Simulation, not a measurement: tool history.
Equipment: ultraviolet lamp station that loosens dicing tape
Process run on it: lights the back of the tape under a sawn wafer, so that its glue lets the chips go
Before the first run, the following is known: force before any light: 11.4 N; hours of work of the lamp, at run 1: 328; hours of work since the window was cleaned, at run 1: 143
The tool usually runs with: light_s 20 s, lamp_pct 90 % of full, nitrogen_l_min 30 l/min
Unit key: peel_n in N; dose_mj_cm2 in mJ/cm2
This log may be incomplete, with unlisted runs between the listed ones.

run	day	light_s	lamp_pct	nitrogen_l_min	hours of work of the lamp	hours of work since the window was cleaned	peel_n	dose_mj_cm2
1	0.000	20	90	30	328	143	0.336	462
2	0.642	21	90	30	339	154	0.291	486
3	1.996	21	90	30	363	178	0.301	489
4	3.288	20	90	12	385	200	0.852	460
5	4.650	20	90	12	409	224	0.883	467
6	5.708	20	90	12	427	242	0.867	470
7	7.121	20	90	16	452	267	0.648	461
8	8.479	20	90	30	476	290	0.349	469
9	9.725	20	90	30	497	312	0.350	462
10	10.621	20	90	30	513	328	0.342	467
11	11.717	20	90	30	532	347	0.338	464
12	12.650	36	90	30	548	363	0.105	834
13	13.717	36	90	30	567	382	0.105	825
14	14.767	20	90	30	585	400	0.339	467
15	15.467	20	90	30	597	412	0.332	467
16	16.067	20	90	30	608	423	0.354	467
17	16.808	20	90	30	621	436	0.337	469
18	17.408	20	90	30	631	446	0.347	467
19	18.346	20	90	19	647	462	0.552	468
20	18.942	20	90	19	658	473	0.562	467
21	20.129	20	90	19	678	493	0.566	461
22	21.362	20	67	19	700	515	1.124	346
# day 22.104: window cleaned of glue's vapour
23	22.358	14	78	54	717	4	0.788	286
24	23.146	14	78	54	731	18	0.782	281
25	24.054	24	84	30	746	34	0.250	515
26	25.221	24	84	30	767	54	0.263	520
27	26.167	21	84	10	783	71	1.044	458
28	26.892	20	65	30	796	83	0.815	334
29	28.054	34	85	39	816	104	0.108	749
30	29.438	34	85	39	840	128	0.110	751
31	30.550	36	82	30	860	147	0.120	770
32	31.925	22	70	30	883	171	0.532	400
33	32.983	22	70	30	902	189	0.509	397
34	34.221	20	77	12	924	211	1.225	398
35	35.500	10	90	30	946	233	1.793	232
36	36.596	10	90	30	965	252	1.817	228
37	37.538	10	90	30	981	269	1.788	231
38	38.633	10	90	30	1000	288	1.830	236
39	39.654	10	90	30	1018	306	1.779	228
40	40.633	10	90	30	1035	323	1.778	234
41	41.775	10	90	30	1055	343	1.844	235
42	42.812	10	90	30	1073	361	1.733	233
43	43.917	10	96	13	1092	380	2.675	247
44	45.171	13	90	28	1114	402	1.139	298

Consider 3 possible next runs. They are alternatives, not a sequence: every one starts from the tool as it was left by run 44. What does each give?
A	46.317	12	90	32	1134	422	?	?
B	46.317	13	90	11	1134	422	?	?
C	46.317	30	98	19	1134	422	?	?

run	peel_n	dose_mj_cm2
A	1.176	275
B	2.266	299
C	0.154	752
Take away the tool's hidden state, keep each run's random variation, and the runs would have read:
run	peel_n	dose_mj_cm2
A	1.167	276
B	2.254	300
C	0.153	755

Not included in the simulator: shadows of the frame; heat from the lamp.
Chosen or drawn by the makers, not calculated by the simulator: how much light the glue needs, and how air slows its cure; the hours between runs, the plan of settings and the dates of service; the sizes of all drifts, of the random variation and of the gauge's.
